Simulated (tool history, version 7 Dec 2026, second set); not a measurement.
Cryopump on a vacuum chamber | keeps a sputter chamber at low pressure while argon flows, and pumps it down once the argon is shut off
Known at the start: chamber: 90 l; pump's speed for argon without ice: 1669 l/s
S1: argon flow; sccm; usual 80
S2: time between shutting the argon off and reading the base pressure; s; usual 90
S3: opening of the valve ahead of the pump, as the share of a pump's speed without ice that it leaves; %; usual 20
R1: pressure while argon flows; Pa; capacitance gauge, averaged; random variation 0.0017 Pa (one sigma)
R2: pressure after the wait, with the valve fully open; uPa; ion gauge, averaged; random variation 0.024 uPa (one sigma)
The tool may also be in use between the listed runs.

run 1 day=0.000 | S1=80 S2=90 S3=20 | R1=0.4080 R2=1.47
run 2 day=0.350 | S1=75 S2=90 S3=20 | R1=0.3848 R2=1.45
run 3 day=0.892 | S1=75 S2=90 S3=20 | R1=0.3825 R2=1.56
run 4 day=1.517 | S1=75 S2=90 S3=20 | R1=0.3814 R2=1.53
run 5 day=2.154 | S1=75 S2=90 S3=20 | R1=0.3825 R2=1.52
run 6 day=2.738 | S1=75 S2=90 S3=27 | R1=0.2825 R2=1.51
run 7 day=3.292 | S1=75 S2=90 S3=27 | R1=0.2844 R2=1.47
run 8 day=3.738 | S1=75 S2=90 S3=27 | R1=0.2864 R2=1.56
run 9 day=4.233 | S1=75 S2=90 S3=27 | R1=0.2827 R2=1.51
run 10 day=4.658 | S1=75 S2=90 S3=27 | R1=0.2841 R2=1.54
run 11 day=5.158 | S1=111 S2=138 S3=21 | R1=0.5385 R2=1.31
run 12 day=5.725 | S1=56 S2=31 S3=22 | R1=0.2611 R2=2.71
run 13 day=6.258 | S1=80 S2=90 S3=35 | R1=0.2374 R2=1.54
run 14 day=6.912 | S1=63 S2=196 S3=50 | R1=0.1312 R2=1.20
run 15 day=7.508 | S1=158 S2=83 S3=50 | R1=0.3304 R2=1.60
run 16 day=8.012 | S1=60 S2=37 S3=34 | R1=0.1814 R2=2.48
run 17 day=8.583 | S1=82 S2=77 S3=16 | R1=0.5253 R2=1.65
run 18 day=9.054 | S1=82 S2=77 S3=16 | R1=0.5240 R2=1.69
run 19 day=9.433 | S1=82 S2=77 S3=16 | R1=0.5246 R2=1.72
run 20 day=9.788 | S1=82 S2=77 S3=16 | R1=0.5275 R2=1.66

Forecast each of these 4 alternatives for the next run:
run A day=10.146 | S1=59 S2=93 S3=20 | R1=? R2=?
run B day=10.146 | S1=152 S2=234 S3=17 | R1=? R2=?
run C day=10.146 | S1=154 S2=90 S3=17 | R1=? R2=?
run D day=10.146 | S1=105 S2=185 S3=16 | R1=? R2=?

run=A R1=0.3013 R2=1.62
run=B R1=0.9164 R2=1.15
run=C R1=0.9294 R2=1.57
run=D R1=0.6715 R2=1.24
Without the tool's hidden state the same runs would have given:
run=A R1=0.2972 R2=0.86
run=B R1=0.9058 R2=0.43
run=C R1=0.9187 R2=0.82
run=D R1=0.6642 R2=0.50
